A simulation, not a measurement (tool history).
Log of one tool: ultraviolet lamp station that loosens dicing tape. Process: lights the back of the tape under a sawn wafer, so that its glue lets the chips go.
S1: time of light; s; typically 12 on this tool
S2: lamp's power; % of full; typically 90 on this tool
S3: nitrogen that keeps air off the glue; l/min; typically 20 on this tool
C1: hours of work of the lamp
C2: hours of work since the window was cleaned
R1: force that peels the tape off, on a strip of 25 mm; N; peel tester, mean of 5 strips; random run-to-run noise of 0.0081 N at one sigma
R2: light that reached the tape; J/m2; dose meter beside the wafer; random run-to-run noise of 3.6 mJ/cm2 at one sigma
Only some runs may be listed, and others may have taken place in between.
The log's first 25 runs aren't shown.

{"run": 26, "hour": 683.4, "S1": 17, "S2": 90, "S3": 25, "C1": 73, "C2": 187, "R1": 0.206, "R2": 8040}
{"run": 27, "hour": 718.9, "S1": 17, "S2": 90, "S3": 25, "C1": 100, "C2": 214, "R1": 0.208, "R2": 7930}
{"run": 28, "hour": 746.4, "S1": 14, "S2": 74, "S3": 20, "C1": 122, "C2": 235, "R1": 0.402, "R2": 5360}
{"run": 29, "hour": 766.8, "S1": 12, "S2": 100, "S3": 20, "C1": 137, "C2": 251, "R1": 0.31, "R2": 6200}
{"run": 30, "hour": 787.4, "S1": 14, "S2": 91, "S3": 26, "C1": 153, "C2": 267, "R1": 0.247, "R2": 6450}
{"run": 31, "hour": 811.8, "S1": 12, "S2": 82, "S3": 13, "C1": 172, "C2": 286, "R1": 0.56, "R2": 4960}
{"run": 32, "hour": 847.4, "S1": 18, "S2": 90, "S3": 20, "C1": 199, "C2": 313, "R1": 0.225, "R2": 8090}
{"run": 33, "hour": 882.3, "S1": 11, "S2": 90, "S3": 27, "C1": 226, "C2": 340, "R1": 0.399, "R2": 4880}
{"run": 34, "hour": 900.2, "S1": 11, "S2": 90, "S3": 33, "C1": 240, "C2": 354, "R1": 0.376, "R2": 4800}
{"run": 35, "hour": 930.7, "S1": 11, "S2": 90, "S3": 33, "C1": 264, "C2": 377, "R1": 0.381, "R2": 4730}
{"run": 36, "hour": 963.2, "S1": 11, "S2": 90, "S3": 33, "C1": 289, "C2": 402, "R1": 0.396, "R2": 4700}
{"run": 37, "hour": 1001.1, "S1": 12, "S2": 95, "S3": 20, "C1": 318, "C2": 432, "R1": 0.382, "R2": 5350}
{"run": 38, "hour": 1036.6, "S1": 8, "S2": 95, "S3": 20, "C1": 345, "C2": 459, "R1": 0.82, "R2": 3530}
{"run": 39, "hour": 1054.5, "S1": 18, "S2": 65, "S3": 16, "C1": 359, "C2": 473, "R1": 0.445, "R2": 5360}
{"run": 40, "hour": 1072.4, "S1": 18, "S2": 65, "S3": 16, "C1": 373, "C2": 487, "R1": 0.428, "R2": 5300}
{"run": 41, "hour": 1109.8, "S1": 17, "S2": 92, "S3": 20, "C1": 402, "C2": 515, "R1": 0.262, "R2": 7060}
{"run": 42, "hour": 1127.4, "S1": 19, "S2": 89, "S3": 26, "C1": 415, "C2": 529, "R1": 0.215, "R2": 7550}

Run 43, settings as shown, results not yet in. Your forecast:
{"run": 43, "hour": 1160.6, "S1": 19, "S2": 89, "S3": 26, "C1": 441, "C2": 554, "R1": "?", "R2": "?"}

{"run 43": {"R1": 0.214, "R2": 7480}}
Were there no unlogged condition in the tool, this run, its random variation unchanged, would have produced R1 0.184 N, R2 9520 J/m2.

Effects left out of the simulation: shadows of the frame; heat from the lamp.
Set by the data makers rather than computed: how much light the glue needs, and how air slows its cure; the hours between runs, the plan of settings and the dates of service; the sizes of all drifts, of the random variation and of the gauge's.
